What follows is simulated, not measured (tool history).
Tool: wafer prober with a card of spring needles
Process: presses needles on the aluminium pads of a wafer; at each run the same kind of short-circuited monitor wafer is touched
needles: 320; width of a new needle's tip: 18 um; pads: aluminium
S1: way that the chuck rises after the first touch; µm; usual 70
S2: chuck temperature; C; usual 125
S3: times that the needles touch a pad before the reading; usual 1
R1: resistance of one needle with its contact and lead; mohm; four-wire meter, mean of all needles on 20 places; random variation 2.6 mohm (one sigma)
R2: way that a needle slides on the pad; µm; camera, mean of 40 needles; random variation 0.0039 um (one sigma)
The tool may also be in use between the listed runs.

Run 1, hour 0.0: usual settings. Result: R1 304 mohm, R2 11.160 µm.
At hour 11.0: tips cleaned on abrasive film.
Run 2, hour 23.1: usual settings. Result: R1 301 mohm, R2 11.169 µm.
At hour 47.2: tips cleaned on abrasive film.
Run 3, hour 59.3: usual settings but S1 62 µm. Result: R1 309 mohm, R2 9.903 µm.
Run 4, hour 77.4: usual settings but S1 65 µm. Result: R1 304 mohm, R2 10.383 µm.
At hour 86.1: tips cleaned on abrasive film.
Run 5, hour 94.7: usual settings but S1 65 µm. Result: R1 303 mohm, R2 10.392 µm.
At hour 122.1: tips cleaned on abrasive film.
Run 6, hour 129.5: usual settings but S1 61 µm. Result: R1 305 mohm, R2 9.756 µm.
At hour 158.9: tips cleaned on abrasive film.
Run 7, hour 159.3: usual settings but S1 61 µm. Result: R1 305 mohm, R2 9.762 µm.
Run 8, hour 175.3: usual settings but S1 61 µm. Result: R1 307 mohm, R2 9.764 µm.
At hour 195.2: tips cleaned on abrasive film.
Run 9, hour 208.7: usual settings. Result: R1 297 mohm, R2 11.216 µm.
Run 10, hour 224.1: usual settings. Result: R1 298 mohm, R2 11.225 µm.
At hour 231.4: tips cleaned on abrasive film.
Run 11, hour 246.0: usual settings. Result: R1 302 mohm, R2 11.231 µm.
At hour 258.8: height of the first contact set anew.
At hour 269.9: tips cleaned on abrasive film.
Run 12, hour 276.6: usual settings. Result: R1 299 mohm, R2 11.236 µm.
Run 13, hour 296.9: usual settings. Result: R1 298 mohm, R2 11.245 µm.
At hour 307.0: tips cleaned on abrasive film.
Run 14, hour 320.3: usual settings but S1 64 µm. Result: R1 301 mohm, R2 10.291 µm.
At hour 343.2: tips cleaned on abrasive film.
Run 15, hour 350.7: usual settings but S1 79 µm. Result: R1 296 mohm, R2 12.710 µm.
Run 16, hour 370.4: usual settings but S1 79 µm, S2 65 C. Result: R1 284 mohm, R2 12.718 µm.
At hour 381.3: tips cleaned on abrasive film.
Run 17, hour 398.5: usual settings but S1 79 µm, S2 65 C. Result: R1 283 mohm, R2 12.725 µm.
At hour 417.3: tips cleaned on abrasive film.
Run 18, hour 424.3: usual settings but S1 79 µm, S2 41 C. Result: R1 270 mohm, R2 12.734 µm.
At hour 453.5: tips cleaned on abrasive film.
Run 19, hour 456.5: usual settings but S1 56 µm, S2 108 C, S3 2. Result: R1 303 mohm, R2 9.030 µm.
Run 20, hour 471.9: usual settings but S1 56 µm, S2 108 C, S3 2. Result: R1 301 mohm, R2 9.034 µm.
At hour 490.5: tips cleaned on abrasive film.
Run 21, hour 492.5: usual settings but S1 56 µm, S2 108 C, S3 2. Result: R1 307 mohm, R2 9.047 µm.
Run 22, hour 515.8: usual settings but S1 56 µm, S2 108 C, S3 2. Result: R1 300 mohm, R2 9.051 µm.
At hour 527.7: tips cleaned on abrasive film.
Run 23, hour 535.9: usual settings but S1 90 µm. Result: R1 301 mohm, R2 14.554 µm.
Run 24, hour 552.4: usual settings but S1 51 µm, S2 37 C. Result: R1 282 mohm, R2 8.246 µm.
At hour 564.0: tips cleaned on abrasive film.
Run 25, hour 580.3: usual settings but S1 88 µm. Result: R1 296 mohm, R2 14.243 µm.
Run 26, hour 596.7: usual settings but S1 60 µm, S3 2. Result: R1 305 mohm, R2 9.717 µm.
At hour 602.1: tips cleaned on abrasive film.
Run 27, hour 615.8: usual settings but S1 60 µm, S3 2. Result: R1 306 mohm, R2 9.723 µm.
At hour 628.5: height of the first contact set anew.
At hour 639.2: tips cleaned on abrasive film.
Run 28, hour 639.2: usual settings but S1 67 µm, S2 58 C, S3 3. Result: R1 284 mohm, R2 10.865 µm.
Run 29, hour 660.7: usual settings but S1 64 µm, S2 39 C, S3 2. Result: R1 277 mohm, R2 10.377 µm.
At hour 675.7: tips cleaned on abrasive film.
At hour 678.8: gauge calibrated.
Run 30, hour 682.8: usual settings but S1 63 µm, S2 39 C. Result: R1 280 mohm, R2 10.041 µm.
Run 31, hour 705.3: usual settings but S1 51 µm, S2 61 C, S3 2. Result: R1 290 mohm, R2 8.134 µm.
At hour 712.7: tips cleaned on abrasive film.
Run 32, hour 732.5: usual settings but S1 82 µm, S2 58 C, S3 2. Result: R1 282 mohm, R2 13.096 µm.
Run 33, hour 748.2: usual settings but S2 42 C, S3 2. Result: R1 276 mohm, R2 11.175 µm.

3 ways to go on from here, each from the tool as it stands after run 33. What would each give?
At hour 751.3: tips cleaned on abrasive film.
Run A, hour 778.2: usual settings but S1 57 µm, S2 42 C, S3 2. Result: R1 ?, R2 ?.
At hour 751.3: tips cleaned on abrasive film.
Run B, hour 778.2: usual settings but S1 67 µm, S2 48 C, S3 3. Result: R1 ?, R2 ?.
At hour 751.3: tips cleaned on abrasive film.
Run C, hour 778.2: usual settings but S2 49 C. Result: R1 ?, R2 ?.

run   R1      R2
  A  287   9.106
  B  279  10.702
  C  282  11.174
Without the tool's hidden state the same runs would have given:
run   R1      R2
  A  287   9.082
  B  278  10.674
  C  281  11.144
